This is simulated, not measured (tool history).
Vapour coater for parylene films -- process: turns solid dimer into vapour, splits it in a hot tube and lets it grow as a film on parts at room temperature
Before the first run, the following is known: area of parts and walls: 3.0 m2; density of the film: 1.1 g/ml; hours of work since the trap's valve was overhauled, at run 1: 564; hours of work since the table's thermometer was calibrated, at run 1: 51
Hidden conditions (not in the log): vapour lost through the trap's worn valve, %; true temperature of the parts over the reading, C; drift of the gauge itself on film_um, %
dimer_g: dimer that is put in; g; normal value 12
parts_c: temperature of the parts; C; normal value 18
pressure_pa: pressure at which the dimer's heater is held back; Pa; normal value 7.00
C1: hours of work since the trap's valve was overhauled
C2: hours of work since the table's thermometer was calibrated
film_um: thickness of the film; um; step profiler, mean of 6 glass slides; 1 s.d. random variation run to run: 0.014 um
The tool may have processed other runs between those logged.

Run 1, hour 0.0: usual settings; C1 564; C2 51. Result: film_um 1.89 um.
Run 2, hour 18.1: usual settings but parts_c 20 C; C1 580; C2 66. Result: film_um 1.79 um.
Run 3, hour 29.0: usual settings but parts_c 20 C; C1 589; C2 76. Result: film_um 1.78 um.
Run 4, hour 38.9: usual settings; C1 598; C2 85. Result: film_um 1.86 um.
At hour 54.2: trap's valve overhauled.
Run 5, hour 55.5: usual settings; C1 1; C2 96. Result: film_um 2.11 um.
Run 6, hour 72.9: usual settings but dimer_g 5 g; C1 16; C2 111. Result: film_um 0.85 um.
Run 7, hour 94.0: usual settings; C1 35; C2 130. Result: film_um 2.07 um.
Run 8, hour 114.2: usual settings; C1 53; C2 147. Result: film_um 2.08 um.
Run 9, hour 127.8: usual settings; C1 65; C2 159. Result: film_um 2.07 um.
Run 10, hour 150.9: usual settings; C1 85; C2 179. Result: film_um 2.07 um.
Run 11, hour 174.8: usual settings; C1 106; C2 200. Result: film_um 2.05 um.
Run 12, hour 190.0: usual settings; C1 119; C2 214. Result: film_um 2.05 um.
Run 13, hour 212.2: usual settings but pressure_pa 5.46 Pa; C1 139; C2 233. Result: film_um 2.12 um.
Run 14, hour 230.7: usual settings but pressure_pa 5.46 Pa; C1 155; C2 250. Result: film_um 2.13 um.
Run 15, hour 245.8: usual settings but pressure_pa 5.46 Pa; C1 168; C2 263. Result: film_um 2.12 um.
Run 16, hour 257.4: usual settings but pressure_pa 5.46 Pa; C1 178; C2 273. Result: film_um 2.13 um.
Run 17, hour 269.5: usual settings but pressure_pa 5.46 Pa; C1 189; C2 284. Result: film_um 2.09 um.
Run 18, hour 292.9: usual settings but parts_c 11 C; C1 209; C2 304. Result: film_um 2.37 um.
Run 19, hour 303.4: usual settings but parts_c 11 C, pressure_pa 3.64 Pa; C1 219; C2 313. Result: film_um 2.66 um.
Run 20, hour 316.9: usual settings but parts_c 11 C, pressure_pa 3.64 Pa; C1 231; C2 325. Result: film_um 2.65 um.
Run 21, hour 334.3: usual settings but parts_c 11 C, pressure_pa 3.64 Pa; C1 246; C2 340. Result: film_um 2.62 um.
Run 22, hour 354.5: usual settings but dimer_g 5 g; C1 264; C2 358. Result: film_um 0.83 um.
Run 23, hour 376.6: usual settings; C1 283; C2 378. Result: film_um 1.99 um.
Run 24, hour 400.2: usual settings; C1 304; C2 398. Result: film_um 1.97 um.
Run 25, hour 410.6: usual settings but dimer_g 10 g, parts_c 20 C, pressure_pa 5.11 Pa; C1 313; C2 407. Result: film_um 1.66 um.
Run 26, hour 432.2: usual settings but pressure_pa 2.26 Pa; C1 332; C2 426. Result: film_um 2.37 um.
Run 27, hour 446.9: usual settings but dimer_g 6 g, parts_c 21 C, pressure_pa 3.66 Pa; C1 345; C2 439. Result: film_um 1.02 um.
Run 28, hour 458.1: usual settings but dimer_g 15 g, pressure_pa 5.05 Pa; C1 354; C2 449. Result: film_um 2.59 um.
Run 29, hour 475.4: usual settings but dimer_g 15 g, pressure_pa 5.05 Pa; C1 370; C2 464. Result: film_um 2.60 um.
Run 30, hour 488.4: usual settings but dimer_g 15 g, pressure_pa 5.05 Pa; C1 381; C2 476. Result: film_um 2.56 um.
Run 31, hour 505.8: usual settings but dimer_g 7 g, parts_c 13 C, pressure_pa 2.15 Pa; C1 396; C2 491. Result: film_um 1.55 um.
Run 32, hour 524.7: usual settings but dimer_g 7 g, parts_c 13 C, pressure_pa 2.15 Pa; C1 413; C2 508. Result: film_um 1.54 um.
Run 33, hour 536.8: usual settings but dimer_g 7 g, parts_c 13 C, pressure_pa 10.32 Pa; C1 423; C2 518. Result: film_um 1.21 um.
Run 34, hour 553.3: usual settings but dimer_g 5 g, parts_c 14 C; C1 438; C2 533. Result: film_um 0.87 um.
Run 35, hour 573.4: usual settings but dimer_g 5 g, parts_c 14 C; C1 456; C2 550. Result: film_um 0.89 um.
Run 36, hour 584.2: usual settings but dimer_g 18 g, parts_c 25 C, pressure_pa 4.61 Pa; C1 465; C2 560. Result: film_um 2.59 um.
Run 37, hour 599.4: usual settings but parts_c 24 C; C1 478; C2 573. Result: film_um 1.67 um.
Run 38, hour 614.7: usual settings but dimer_g 17 g, parts_c 21 C, pressure_pa 4.93 Pa; C1 492; C2 587. Result: film_um 2.65 um.
Run 39, hour 626.0: usual settings but dimer_g 17 g, parts_c 21 C, pressure_pa 4.93 Pa; C1 502; C2 596. Result: film_um 2.64 um.
Run 40, hour 642.9: usual settings but dimer_g 6 g, parts_c 21 C, pressure_pa 4.93 Pa; C1 517; C2 611. Result: film_um 0.94 um.
Run 41, hour 657.8: usual settings but dimer_g 19 g, parts_c 28 C, pressure_pa 2.32 Pa; C1 530; C2 624. Result: film_um 2.83 um.
Run 42, hour 680.5: usual settings but dimer_g 19 g, parts_c 28 C, pressure_pa 2.32 Pa; C1 550; C2 644. Result: film_um 2.77 um.
Run 43, hour 700.7: usual settings but pressure_pa 2.69 Pa; C1 567; C2 662. Result: film_um 2.20 um.
Run 44, hour 724.8: usual settings but dimer_g 15 g, parts_c 11 C, pressure_pa 5.09 Pa; C1 589; C2 683. Result: film_um 2.88 um.
At hour 750.8: trap's valve overhauled.
Run 45, hour 753.0: usual settings but dimer_g 15 g, parts_c 11 C, pressure_pa 5.09 Pa; C1 2; C2 704. Result: film_um 3.25 um.
Run 46, hour 772.4: usual settings but dimer_g 15 g, parts_c 11 C, pressure_pa 5.09 Pa; C1 19; C2 721. Result: film_um 3.17 um.
Run 47, hour 794.9: usual settings but dimer_g 13 g, parts_c 23 C, pressure_pa 2.86 Pa; C1 39; C2 741. Result: film_um 2.30 um.

Hidden condition of the tool, last listed run before each entry between runs versus first listed run after:
Runs 4 to 5: trap's valve overhauled (hour 54.2)
  vapour lost through the trap's worn valve, %: 11.3 -> 0.1; true temperature of the parts over the reading, C: 0.13 -> 0.14
  measured minus no-state result, film_um: -0.25 -> -0.01 um
Runs 44 to 45: trap's valve overhauled (hour 750.8)
  vapour lost through the trap's worn valve, %: 10.6 -> 0.6; true temperature of the parts over the reading, C: 0.54 -> 0.55
  measured minus no-state result, film_um: -0.38 -> -0.06 um
